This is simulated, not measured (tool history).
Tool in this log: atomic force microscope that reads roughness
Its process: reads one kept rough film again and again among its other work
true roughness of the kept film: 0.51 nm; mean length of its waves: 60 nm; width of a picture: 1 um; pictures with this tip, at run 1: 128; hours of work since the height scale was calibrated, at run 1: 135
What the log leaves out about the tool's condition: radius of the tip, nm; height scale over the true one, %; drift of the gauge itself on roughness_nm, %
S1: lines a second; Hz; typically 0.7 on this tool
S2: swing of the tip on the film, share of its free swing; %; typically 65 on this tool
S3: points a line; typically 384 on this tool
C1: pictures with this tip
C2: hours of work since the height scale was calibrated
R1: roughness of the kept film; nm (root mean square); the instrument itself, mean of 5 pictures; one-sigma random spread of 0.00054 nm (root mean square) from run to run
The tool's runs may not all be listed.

| run | hour | S1 | S2 | S3 | C1 | C2 | R1 |
|---|---|---|---|---|---|---|---|
| 1 | 0 | 0.7 | 65 | 384 | 128 | 135 | 0.4877 |
| 2 | 16.9 | 0.7 | 65 | 384 | 162 | 146 | 0.4879 |
| 3 | 50.8 | 0.7 | 65 | 732 | 231 | 168 | 0.4875 |
|  | 59.3 | new tip fitted |
| 4 | 83.4 | 0.7 | 65 | 732 | 49 | 189 | 0.4909 |
| 5 | 103.9 | 0.7 | 65 | 732 | 91 | 202 | 0.4898 |
| 6 | 128.8 | 0.7 | 65 | 384 | 141 | 219 | 0.4885 |
| 7 | 149.1 | 0.7 | 65 | 384 | 182 | 232 | 0.4869 |
|  | 179.7 | new tip fitted |
| 8 | 181.3 | 0.7 | 65 | 384 | 3 | 252 | 0.4915 |
| 9 | 212.8 | 0.7 | 65 | 868 | 67 | 273 | 0.4905 |
| 10 | 230.7 | 0.7 | 65 | 384 | 103 | 284 | 0.4886 |
| 11 | 256.9 | 0.7 | 65 | 384 | 157 | 302 | 0.4876 |
|  | 261.2 | height scale calibrated on a step standard |
| 12 | 277.3 | 0.7 | 79 | 384 | 196 | 11 | 0.4703 |
| 13 | 296.2 | 0.7 | 65 | 531 | 234 | 23 | 0.4874 |
|  | 303.8 | new tip fitted |
| 14 | 330.9 | 0.7 | 65 | 420 | 55 | 45 | 0.4917 |
|  | 344.5 | height scale calibrated on a step standard, once more |
| 15 | 354.7 | 0.7 | 65 | 420 | 101 | 7 | 0.4883 |
| 16 | 372.1 | 0.7 | 65 | 420 | 137 | 18 | 0.4872 |
| 17 | 412.5 | 2.196 | 65 | 384 | 219 | 44 | 0.4546 |
|  | 426.5 | new tip fitted |
| 18 | 446 | 0.7 | 65 | 384 | 40 | 66 | 0.4899 |
| 19 | 469 | 0.663 | 86 | 384 | 86 | 81 | 0.4607 |
| 20 | 499.1 | 0.663 | 86 | 384 | 147 | 100 | 0.4597 |
| 21 | 528.1 | 1.641 | 86 | 457 | 206 | 119 | 0.4048 |
|  | 547.5 | new tip fitted |
| 22 | 548.1 | 0.583 | 85 | 690 | 1 | 132 | 0.4696 |
| 23 | 574.7 | 0.7 | 86 | 384 | 55 | 149 | 0.46 |
| 24 | 613.1 | 0.7 | 86 | 384 | 133 | 174 | 0.456 |
| 25 | 652.3 | 0.7 | 80 | 384 | 212 | 200 | 0.4665 |
|  | 668.2 | new tip fitted |
| 26 | 692.5 | 2.935 | 72 | 637 | 49 | 226 | 0.4192 |
| 27 | 721.8 | 1.79 | 60 | 287 | 108 | 245 | 0.4748 |
| 28 | 745.9 | 1.328 | 65 | 428 | 157 | 260 | 0.4742 |
| 29 | 783.2 | 0.807 | 60 | 285 | 233 | 285 | 0.4886 |
|  | 790.8 | new tip fitted |
| 30 | 807.5 | 0.7 | 65 | 899 | 34 | 300 | 0.4917 |
| 31 | 841 | 0.7 | 73 | 899 | 102 | 322 | 0.4803 |
| 32 | 866.8 | 0.7 | 73 | 899 | 154 | 339 | 0.4796 |

Run 33, settings as shown, results not yet in. Your forecast:
| 33 | 907.1 | 3.97 | 65 | 414 | 236 | 365 | ? |

{"run 33": {"R1": 0.4226}}
Take away the tool's hidden state, keep the run-to-run variation as it was, and the same run would have given R1 0.4267 nm (root mean square).
